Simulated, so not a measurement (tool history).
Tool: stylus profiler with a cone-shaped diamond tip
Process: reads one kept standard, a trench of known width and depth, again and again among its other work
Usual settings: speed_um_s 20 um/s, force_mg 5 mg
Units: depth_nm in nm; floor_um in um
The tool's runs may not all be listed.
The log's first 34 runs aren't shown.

run	hour	speed_um_s	force_mg	depth_nm	floor_um
35	2451.8	79	13.22	206.25	17.87
36	2535.1	16	5.23	203.36	18.03
37	2635.1	16	5.23	203.37	17.94
38	2730.8	54	4.21	202.91	17.78
39	2844.8	7	5	203.25	18.01
40	2908.4	7	5	203.23	18.02
41	2956.6	52	5	203.19	17.88
42	3018.5	52	5	203.22	17.85
43	3131.1	5	4.76	203.09	18.02
44	3189.2	5	4.51	202.99	18.01
45	3294.4	12	5.29	203.42	18.01
# hour 3341.1: height scale calibrated on a step standard
46	3351.6	8	3.25	202.43	18.01
47	3432	46	6.81	203.99	17.83

3 ways to go on from here, each from the tool as it stands after run 47. What would each give?
A	3478.6	49	1.83	?	?
B	3478.6	25	3.5	?	?
C	3478.6	72	1.76	?	?

run	depth_nm	floor_um
A	201.67	17.73
B	202.58	17.94
C	201.64	17.58
Without the tool's hidden state the same runs would have given:
run	depth_nm	floor_um
A	201.67	17.73
B	202.58	17.95
C	201.64	17.59

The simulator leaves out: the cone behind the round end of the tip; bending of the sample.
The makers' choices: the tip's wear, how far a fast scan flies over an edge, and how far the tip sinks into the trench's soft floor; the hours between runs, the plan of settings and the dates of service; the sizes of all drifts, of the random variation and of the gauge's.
